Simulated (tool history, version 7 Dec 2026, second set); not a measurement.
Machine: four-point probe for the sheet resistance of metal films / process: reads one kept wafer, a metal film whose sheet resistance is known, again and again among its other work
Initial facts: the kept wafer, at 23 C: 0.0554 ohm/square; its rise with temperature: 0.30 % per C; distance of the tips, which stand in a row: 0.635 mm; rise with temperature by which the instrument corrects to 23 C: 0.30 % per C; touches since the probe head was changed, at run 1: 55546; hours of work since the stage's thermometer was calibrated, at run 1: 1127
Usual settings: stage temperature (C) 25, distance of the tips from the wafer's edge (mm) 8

run	hour	stage temperature (C)	distance of the tips from the wafer's edge (mm)	touches since the probe head was changed	hours of work since the stage's thermometer was calibrated	sheet resistance as the instrument gives it (ohm/square)
1	0.0	25	8	55546	1127	0.055468
2	64.5	25	3	57133	1159	0.056573
3	122.3	22	3	58555	1188	0.056600
4	204.6	25	8	60579	1229	0.055466
5	256.2	25	8	61847	1255	0.055451
6	323.5	20	8	63503	1288	0.055468
7	381.3	20	8	64925	1317	0.055466
8	416.3	25	8	65786	1335	0.055506
9	476.4	25	8	67264	1365	0.055490
10	527.6	25	8	68524	1390	0.055487
11	593.6	25	42	70148	1423	0.055305
12	648.6	25	42	71500	1450	0.055314
13	689.2	25	42	72498	1471	0.055317
14	772.5	25	42	74547	1512	0.055301
15	843.7	25	42	76299	1548	0.055318
16	900.4	25	42	77694	1576	0.055305
17	967.6	20	9	79346	1610	0.055450
18	1033.6	20	9	80971	1643	0.055429
19	1087.1	24	25	82286	1669	0.055341
20	1154.7	31	5	83947	1703	0.055795
21	1233.1	23	7	85876	1742	0.055565
22	1287.0	35	7	87202	1769	0.055578
23	1326.0	20	14	88162	1788	0.055366
24	1395.6	19	74	89875	1823	0.055296
25	1470.3	20	11	91710	1860	0.055381
26	1523.0	25	55	93007	1887	0.055310
27	1582.9	21	5	94480	1917	0.055777
28	1625.4	21	5	95526	1938	0.055798
29	1707.8	21	43	97554	1979	0.055305

Below are 3 alternative next runs, each starting from the tool's condition after run 29. Predict each:
A	1763.9	19	47	98934	2007	?
B	1763.9	25	18	98934	2007	?
C	1763.9	25	22	98934	2007	?

run	sheet resistance as the instrument gives it (ohm/square)
A	0.055294
B	0.055346
C	0.055331
With the hidden condition removed and each run's random variation left untouched, the same runs would have given:
run	sheet resistance as the instrument gives it (ohm/square)
A	0.055385
B	0.055434
C	0.055419
